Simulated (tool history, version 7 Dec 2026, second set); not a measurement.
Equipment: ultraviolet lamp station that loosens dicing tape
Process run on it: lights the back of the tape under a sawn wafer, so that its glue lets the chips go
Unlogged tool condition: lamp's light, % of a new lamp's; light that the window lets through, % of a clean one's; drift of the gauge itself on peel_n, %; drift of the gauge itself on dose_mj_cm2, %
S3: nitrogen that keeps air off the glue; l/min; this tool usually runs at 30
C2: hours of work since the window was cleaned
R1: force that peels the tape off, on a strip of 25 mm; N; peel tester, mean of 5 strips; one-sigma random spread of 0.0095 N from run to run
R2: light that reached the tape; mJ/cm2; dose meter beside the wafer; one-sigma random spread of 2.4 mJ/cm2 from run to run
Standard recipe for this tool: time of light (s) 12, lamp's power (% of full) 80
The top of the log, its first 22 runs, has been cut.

{"run": 23, "day": 35.417, "time of light (s)": 11, "lamp's power (% of full)": 80, "S3": 24, "hours of work of the lamp": 382, "C2": 50, "R1": 0.701, "R2": 233}
{"run": 24, "day": 37.208, "time of light (s)": 15, "lamp's power (% of full)": 70, "S3": 30, "hours of work of the lamp": 415, "C2": 83, "R1": 0.446, "R2": 271}
{"run": 25, "day": 39.238, "time of light (s)": 9, "lamp's power (% of full)": 61, "S3": 37, "hours of work of the lamp": 453, "C2": 121, "R1": 1.584, "R2": 139}
{"run": 26, "day": 40.75, "time of light (s)": 10, "lamp's power (% of full)": 74, "S3": 22, "hours of work of the lamp": 481, "C2": 148, "R1": 1.242, "R2": 186}
{"run": 27, "day": 42.45, "time of light (s)": 12, "lamp's power (% of full)": 75, "S3": 33, "hours of work of the lamp": 512, "C2": 180, "R1": 0.611, "R2": 224}
{"run": 28, "day": 44.621, "time of light (s)": 12, "lamp's power (% of full)": 72, "S3": 18, "hours of work of the lamp": 553, "C2": 220, "R1": 1.11, "R2": 209}
{"run": 29, "day": 46.262, "time of light (s)": 11, "lamp's power (% of full)": 80, "S3": 12, "hours of work of the lamp": 583, "C2": 251, "R1": 1.366, "R2": 213}
{"run": 30, "day": 47.867, "time of light (s)": 9, "lamp's power (% of full)": 69, "S3": 22, "hours of work of the lamp": 613, "C2": 280, "R1": 1.812, "R2": 148}
{"run": 31, "day": 50.329, "time of light (s)": 13, "lamp's power (% of full)": 68, "S3": 30, "hours of work of the lamp": 658, "C2": 326, "R1": 0.78, "R2": 212}
{"run": 32, "day": 52.112, "time of light (s)": 7, "lamp's power (% of full)": 76, "S3": 30, "hours of work of the lamp": 691, "C2": 359, "R1": 2.15, "R2": 128}
{"run": 33, "day": 54.533, "time of light (s)": 8, "lamp's power (% of full)": 77, "S3": 20, "hours of work of the lamp": 736, "C2": 404, "R1": 2.144, "R2": 142}
{"run": 34, "day": 56.508, "time of light (s)": 8, "lamp's power (% of full)": 67, "S3": 11, "hours of work of the lamp": 773, "C2": 440, "R1": 3.239, "R2": 121}
{"run": 35, "day": 58.717, "time of light (s)": 8, "lamp's power (% of full)": 67, "S3": 11, "hours of work of the lamp": 814, "C2": 481, "R1": 3.487, "R2": 118}
{"run": 36, "day": 60.717, "time of light (s)": 8, "lamp's power (% of full)": 67, "S3": 11, "hours of work of the lamp": 851, "C2": 518, "R1": 3.479, "R2": 115}
{"run": 37, "day": 63.042, "time of light (s)": 8, "lamp's power (% of full)": 67, "S3": 11, "hours of work of the lamp": 894, "C2": 561, "R1": 3.668, "R2": 116}
{"day": 65.492, "done": "window cleaned of glue's vapour"}
{"run": 38, "day": 65.558, "time of light (s)": 8, "lamp's power (% of full)": 67, "S3": 11, "hours of work of the lamp": 940, "C2": 1, "R1": 3.369, "R2": 121}
{"run": 39, "day": 67.696, "time of light (s)": 8, "lamp's power (% of full)": 87, "S3": 40, "hours of work of the lamp": 979, "C2": 41, "R1": 1.328, "R2": 146}
{"run": 40, "day": 68.992, "time of light (s)": 8, "lamp's power (% of full)": 87, "S3": 40, "hours of work of the lamp": 1003, "C2": 65, "R1": 1.342, "R2": 149}
{"run": 41, "day": 70.308, "time of light (s)": 8, "lamp's power (% of full)": 87, "S3": 40, "hours of work of the lamp": 1028, "C2": 89, "R1": 1.334, "R2": 152}
{"run": 42, "day": 71.521, "time of light (s)": 10, "lamp's power (% of full)": 64, "S3": 40, "hours of work of the lamp": 1050, "C2": 112, "R1": 1.562, "R2": 137}
{"run": 43, "day": 73.475, "time of light (s)": 9, "lamp's power (% of full)": 81, "S3": 46, "hours of work of the lamp": 1086, "C2": 148, "R1": 1.178, "R2": 153}

4 ways to go on from here, each from the tool as it stands after run 43. What would each give?
{"day": 74.042, "done": "lamp changed"}
{"run": "A", "day": 75.783, "time of light (s)": 9, "lamp's power (% of full)": 81, "S3": 22, "hours of work of the lamp": 32, "C2": 190, "R1": "?", "R2": "?"}
{"day": 74.042, "done": "lamp changed"}
{"run": "B", "day": 75.783, "time of light (s)": 9, "lamp's power (% of full)": 72, "S3": 15, "hours of work of the lamp": 32, "C2": 190, "R1": "?", "R2": "?"}
{"day": 74.042, "done": "lamp changed"}
{"run": "C", "day": 75.783, "time of light (s)": 14, "lamp's power (% of full)": 80, "S3": 24, "hours of work of the lamp": 32, "C2": 190, "R1": "?", "R2": "?"}
{"day": 74.042, "done": "lamp changed"}
{"run": "D", "day": 75.783, "time of light (s)": 9, "lamp's power (% of full)": 81, "S3": 46, "hours of work of the lamp": 32, "C2": 190, "R1": "?", "R2": "?"}

run=A R1=1.038 R2=204
run=B R1=1.581 R2=181
run=C R1=0.355 R2=313
run=D R1=0.644 R2=206
Stripped of hidden state, with their random variation kept, the same runs would have yielded:
run=A R1=0.951 R2=212
run=B R1=1.468 R2=189
run=C R1=0.324 R2=327
run=D R1=0.585 R2=215
